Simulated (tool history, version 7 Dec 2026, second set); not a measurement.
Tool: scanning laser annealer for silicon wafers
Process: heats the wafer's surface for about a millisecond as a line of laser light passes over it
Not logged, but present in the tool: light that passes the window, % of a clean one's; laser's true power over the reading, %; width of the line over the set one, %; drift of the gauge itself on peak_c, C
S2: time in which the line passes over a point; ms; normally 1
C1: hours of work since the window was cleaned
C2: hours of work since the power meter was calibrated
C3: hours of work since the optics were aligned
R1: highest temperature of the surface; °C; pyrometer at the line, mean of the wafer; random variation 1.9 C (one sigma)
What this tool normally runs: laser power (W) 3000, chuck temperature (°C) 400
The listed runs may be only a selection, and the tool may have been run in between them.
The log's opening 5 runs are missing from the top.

run 6 hour=92.5 | laser_power_(W)=3000 S2=1 chuck_temperature_(°C)=366 | C1=150 C2=339 C3=77 | R1=1147
run 7 hour=119.8 | laser_power_(W)=3000 S2=1 chuck_temperature_(°C)=366 | C1=164 C2=354 C3=92 | R1=1148
run 8 hour=135.9 | laser_power_(W)=3000 S2=1 chuck_temperature_(°C)=366 | C1=173 C2=362 C3=100 | R1=1148
run 9 hour=152.5 | laser_power_(W)=3000 S2=1 chuck_temperature_(°C)=366 | C1=182 C2=371 C3=109 | R1=1145
run 10 hour=172.8 | laser_power_(W)=3000 S2=1 chuck_temperature_(°C)=400 | C1=193 C2=382 C3=120 | R1=1177
run 11 hour=189.9 | laser_power_(W)=3000 S2=0.87 chuck_temperature_(°C)=400 | C1=202 C2=391 C3=129 | R1=1131
run 12 hour=217.1 | laser_power_(W)=3000 S2=0.87 chuck_temperature_(°C)=400 | C1=216 C2=406 C3=144 | R1=1131
run 13 hour=239.2 | laser_power_(W)=3000 S2=0.87 chuck_temperature_(°C)=400 | C1=228 C2=418 C3=156 | R1=1129
run 14 hour=258.2 | laser_power_(W)=3000 S2=0.87 chuck_temperature_(°C)=400 | C1=238 C2=428 C3=166 | R1=1123
run 15 hour=280.6 | laser_power_(W)=3000 S2=0.87 chuck_temperature_(°C)=400 | C1=250 C2=440 C3=178 | R1=1128
run 16 hour=293.1 | laser_power_(W)=2973 S2=0.87 chuck_temperature_(°C)=400 | C1=257 C2=446 C3=185 | R1=1120
run 17 hour=318.4 | laser_power_(W)=3166 S2=1 chuck_temperature_(°C)=400 | C1=271 C2=460 C3=198 | R1=1232
run 18 hour=341.9 | laser_power_(W)=3166 S2=1 chuck_temperature_(°C)=400 | C1=283 C2=473 C3=211 | R1=1228
run 19 hour=360.9 | laser_power_(W)=3166 S2=1 chuck_temperature_(°C)=400 | C1=293 C2=483 C3=221 | R1=1230
run 20 hour=373.2 | laser_power_(W)=3166 S2=1 chuck_temperature_(°C)=400 | C1=300 C2=489 C3=227 | R1=1229
run 21 hour=389.6 | laser_power_(W)=3166 S2=1 chuck_temperature_(°C)=400 | C1=309 C2=498 C3=236 | R1=1225
run 22 hour=410.9 | laser_power_(W)=3089 S2=0.73 chuck_temperature_(°C)=369 | C1=320 C2=510 C3=248 | R1=1063
run 23 hour=426.1 | laser_power_(W)=2738 S2=1.04 chuck_temperature_(°C)=427 | C1=328 C2=518 C3=256 | R1=1131
run 24 hour=443.3 | laser_power_(W)=2755 S2=0.85 chuck_temperature_(°C)=413 | C1=337 C2=527 C3=265 | R1=1057
run 25 hour=458.3 | laser_power_(W)=2755 S2=0.85 chuck_temperature_(°C)=413 | C1=345 C2=535 C3=273 | R1=1058
run 26 hour=484.7 | laser_power_(W)=2755 S2=0.72 chuck_temperature_(°C)=430 | C1=360 C2=549 C3=287 | R1=1026
run 27 hour=498.5 | laser_power_(W)=3008 S2=1 chuck_temperature_(°C)=389 | C1=367 C2=556 C3=294 | R1=1166
run 28 hour=519.9 | laser_power_(W)=3000 S2=0.78 chuck_temperature_(°C)=369 | C1=378 C2=568 C3=306 | R1=1057
run 29 hour=534.4 | laser_power_(W)=3000 S2=0.78 chuck_temperature_(°C)=369 | C1=386 C2=576 C3=314 | R1=1056

Expected results for the next run?
run 30 hour=555.9 | laser_power_(W)=3000 S2=0.78 chuck_temperature_(°C)=369 | C1=398 C2=587 C3=325 | R1=?

{"run 30": {"R1": 1056}}
With the hidden condition absent and the run-to-run variation left alone, this run would have shown R1 1078 °C.

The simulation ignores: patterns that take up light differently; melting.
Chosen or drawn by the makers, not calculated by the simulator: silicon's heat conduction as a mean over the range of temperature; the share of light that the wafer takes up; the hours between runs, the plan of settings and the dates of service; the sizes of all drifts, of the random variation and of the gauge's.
